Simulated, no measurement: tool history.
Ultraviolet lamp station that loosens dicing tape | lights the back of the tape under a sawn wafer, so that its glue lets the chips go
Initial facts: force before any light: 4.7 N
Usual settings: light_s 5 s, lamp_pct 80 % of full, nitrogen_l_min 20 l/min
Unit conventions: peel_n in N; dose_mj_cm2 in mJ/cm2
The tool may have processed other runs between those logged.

{"run": 1, "hour": 0.0, "light_s": 5, "lamp_pct": 80, "nitrogen_l_min": 20, "peel_n": 0.386, "dose_mj_cm2": 317}
{"run": 2, "hour": 27.2, "light_s": 5, "lamp_pct": 80, "nitrogen_l_min": 20, "peel_n": 0.386, "dose_mj_cm2": 314}
{"run": 3, "hour": 65.4, "light_s": 5, "lamp_pct": 80, "nitrogen_l_min": 20, "peel_n": 0.401, "dose_mj_cm2": 311}
{"run": 4, "hour": 98.2, "light_s": 5, "lamp_pct": 80, "nitrogen_l_min": 20, "peel_n": 0.407, "dose_mj_cm2": 301}
{"hour": 103.4, "done": "window cleaned of glue's vapour"}
{"run": 5, "hour": 125.1, "light_s": 6, "lamp_pct": 80, "nitrogen_l_min": 20, "peel_n": 0.392, "dose_mj_cm2": 321}
{"run": 6, "hour": 156.7, "light_s": 5, "lamp_pct": 80, "nitrogen_l_min": 6, "peel_n": 1.035, "dose_mj_cm2": 266}
{"run": 7, "hour": 218.1, "light_s": 5, "lamp_pct": 80, "nitrogen_l_min": 10, "peel_n": 0.835, "dose_mj_cm2": 254}
{"run": 8, "hour": 255.1, "light_s": 5, "lamp_pct": 80, "nitrogen_l_min": 8, "peel_n": 0.965, "dose_mj_cm2": 242}
{"run": 9, "hour": 296.9, "light_s": 5, "lamp_pct": 80, "nitrogen_l_min": 8, "peel_n": 1.005, "dose_mj_cm2": 236}
{"run": 10, "hour": 323.2, "light_s": 5, "lamp_pct": 63, "nitrogen_l_min": 8, "peel_n": 1.43, "dose_mj_cm2": 189}
{"run": 11, "hour": 380.7, "light_s": 5, "lamp_pct": 63, "nitrogen_l_min": 8, "peel_n": 1.447, "dose_mj_cm2": 176}

Run 12 has not been measured yet. What should we expect?
{"hour": 389.0, "done": "window cleaned of glue's vapour, once more"}
{"run": 12, "hour": 416.3, "light_s": 5, "lamp_pct": 63, "nitrogen_l_min": 8, "peel_n": "?", "dose_mj_cm2": "?"}

Run 12 gave peel_n 0.982 N, dose_mj_cm2 243 mJ/cm2.
On a tool with no hidden condition, and with the same random variation, this run would have come out at peel_n 0.443 N, dose_mj_cm2 398 mJ/cm2.

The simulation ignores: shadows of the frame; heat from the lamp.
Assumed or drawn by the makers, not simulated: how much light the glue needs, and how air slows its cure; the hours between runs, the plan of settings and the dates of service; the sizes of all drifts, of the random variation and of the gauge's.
